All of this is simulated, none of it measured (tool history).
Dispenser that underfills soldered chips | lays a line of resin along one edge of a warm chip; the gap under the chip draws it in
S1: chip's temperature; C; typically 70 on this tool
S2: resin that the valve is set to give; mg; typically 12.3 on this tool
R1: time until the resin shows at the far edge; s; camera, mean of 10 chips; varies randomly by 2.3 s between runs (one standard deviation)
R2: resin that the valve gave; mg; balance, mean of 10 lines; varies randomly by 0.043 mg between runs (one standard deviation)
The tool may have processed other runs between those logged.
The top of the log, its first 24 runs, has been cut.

| run | day | S1 | S2 | R1 | R2 |
|---|---|---|---|---|---|
|  | 6.392 | new syringe of resin |
| 25 | 6.492 | 70 | 11.4 | 240.2 | 11.32 |
|  | 6.821 | new syringe of resin |
| 26 | 6.829 | 80 | 13.9 | 134.8 | 13.76 |
| 27 | 6.992 | 75 | 12.2 | 205.4 | 12.05 |
|  | 7.254 | new syringe of resin |
| 28 | 7.321 | 82 | 11.6 | 140.4 | 11.46 |
| 29 | 7.538 | 82 | 13.3 | 178.9 | 13.10 |
|  | 7.688 | new syringe of resin |
| 30 | 7.771 | 68 | 12.2 | 256.1 | 12.03 |
| 31 | 8.058 | 63 | 14.1 | 447.9 | 13.79 |
|  | 8.138 | new syringe of resin |
|  | 8.246 | dispensing valve cleaned and set on the balance |
|  | 8.338 | stage's temperature calibrated |
| 32 | 8.454 | 63 | 14.1 | 425.1 | 14.09 |
|  | 8.667 | new syringe of resin |
| 33 | 8.792 | 63 | 14.3 | 361.4 | 14.23 |
| 34 | 9.033 | 69 | 11.9 | 386.2 | 11.85 |
|  | 9.117 | new syringe of resin |
| 35 | 9.388 | 69 | 11.9 | 339.0 | 11.78 |
|  | 9.546 | new syringe of resin |
| 36 | 9.625 | 69 | 11.9 | 262.6 | 11.78 |

Alternative continuations, all from the tool just after run 36; predict every row:
| A | 9.954 | 76 | 11.9 | ? | ? |
| B | 9.954 | 68 | 13.9 | ? | ? |
| C | 9.954 | 65 | 15.1 | ? | ? |

| run | R1 | R2 |
|---|---|---|
| A | 303.7 | 11.77 |
| B | 404.0 | 13.79 |
| C | 461.3 | 14.95 |
With the hidden condition removed and each run's random variation left untouched, the same runs would have given:
| run | R1 | R2 |
|---|---|---|
| A | 179.3 | 11.88 |
| B | 239.0 | 13.91 |
| C | 272.9 | 15.09 |
